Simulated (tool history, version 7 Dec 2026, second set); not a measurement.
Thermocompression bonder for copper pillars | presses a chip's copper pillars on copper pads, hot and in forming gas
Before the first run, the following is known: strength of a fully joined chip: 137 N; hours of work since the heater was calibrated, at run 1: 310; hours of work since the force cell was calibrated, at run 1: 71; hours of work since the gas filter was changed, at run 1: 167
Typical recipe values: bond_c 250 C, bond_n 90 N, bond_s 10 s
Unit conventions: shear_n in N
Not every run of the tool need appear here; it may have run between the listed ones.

| run | day | bond_c | bond_n | bond_s | hours of work since the heater was calibrated | hours of work since the force cell was calibrated | hours of work since the gas filter was changed | shear_n |
|---|---|---|---|---|---|---|---|---|
| 1 | 0.000 | 250 | 90 | 10 | 310 | 71 | 167 | 48.6 |
| 2 | 0.321 | 250 | 90 | 10 | 316 | 77 | 173 | 47.9 |
| 3 | 0.492 | 250 | 90 | 12 | 319 | 80 | 176 | 52.0 |
| 4 | 0.871 | 226 | 90 | 12 | 326 | 87 | 183 | 39.0 |
| 5 | 1.121 | 226 | 126 | 12 | 331 | 92 | 187 | 45.8 |
| 6 | 1.479 | 250 | 90 | 10 | 337 | 98 | 194 | 48.0 |
| 7 | 1.821 | 250 | 90 | 10 | 343 | 104 | 200 | 48.4 |
| 8 | 2.038 | 224 | 90 | 10 | 347 | 108 | 204 | 35.0 |
| 9 | 2.308 | 220 | 90 | 10 | 352 | 113 | 209 | 31.8 |
| 10 | 2.638 | 220 | 90 | 10 | 358 | 119 | 215 | 33.2 |
| 11 | 2.925 | 220 | 90 | 10 | 363 | 124 | 220 | 32.4 |
| 12 | 3.188 | 250 | 90 | 10 | 368 | 129 | 225 | 48.3 |
| 13 | 3.471 | 250 | 90 | 10 | 373 | 134 | 230 | 48.1 |
| 14 | 3.658 | 250 | 90 | 10 | 377 | 138 | 233 | 47.3 |
| 15 | 4.025 | 250 | 90 | 10 | 383 | 144 | 240 | 47.6 |
| 16 | 4.396 | 250 | 90 | 10 | 390 | 151 | 247 | 50.5 |
| 17 | 4.658 | 250 | 90 | 10 | 395 | 156 | 251 | 48.0 |
| 18 | 4.962 | 250 | 90 | 10 | 400 | 161 | 257 | 48.6 |
| 19 | 5.296 | 250 | 90 | 10 | 406 | 167 | 263 | 48.7 |
| 20 | 5.533 | 222 | 90 | 10 | 411 | 172 | 267 | 32.7 |
| 21 | 5.788 | 250 | 90 | 10 | 415 | 176 | 272 | 48.4 |
| 22 | 5.946 | 270 | 59 | 6 | 418 | 179 | 275 | 39.3 |
| 23 | 6.171 | 270 | 59 | 6 | 422 | 183 | 279 | 38.8 |
| 24 | 6.554 | 250 | 97 | 6 | 429 | 190 | 286 | 41.4 |
| 25 | 6.800 | 250 | 97 | 6 | 434 | 195 | 290 | 40.8 |
| 26 | 7.142 | 230 | 90 | 16 | 440 | 201 | 296 | 45.6 |
| 27 | 7.408 | 258 | 57 | 10 | 445 | 206 | 301 | 41.9 |
| 28 | 7.712 | 258 | 57 | 10 | 450 | 211 | 307 | 41.9 |
| 29 | 7.925 | 248 | 58 | 10 | 454 | 215 | 311 | 37.2 |
| 30 | 8.221 | 248 | 58 | 10 | 459 | 220 | 316 | 37.1 |
| 31 | 8.571 | 250 | 65 | 17 | 466 | 227 | 322 | 50.1 |
| 32 | 8.896 | 255 | 65 | 10 | 472 | 233 | 328 | 42.8 |
| 33 | 9.175 | 255 | 65 | 10 | 477 | 238 | 333 | 42.0 |
| 34 | 9.525 | 266 | 88 | 7 | 483 | 244 | 340 | 50.0 |
| 35 | 9.912 | 266 | 88 | 7 | 490 | 251 | 347 | 51.1 |
| 36 | 10.212 | 266 | 88 | 7 | 496 | 257 | 352 | 50.3 |
| 37 | 10.433 | 266 | 88 | 7 | 500 | 261 | 356 | 49.2 |
| 38 | 10.612 | 266 | 88 | 7 | 503 | 264 | 359 | 51.1 |
| 39 | 10.900 | 262 | 90 | 10 | 508 | 269 | 365 | 54.2 |
| 40 | 11.067 | 226 | 79 | 10 | 511 | 272 | 367 | 31.7 |

For run 41, what comes out?
| 41 | 11.333 | 226 | 79 | 12 | 516 | 277 | 372 | ? |

{"run 41": {"shear_n": 35.1}}
If the tool had no hidden condition, the same run with the same run-to-run variation would have returned shear_n 35.7 N.
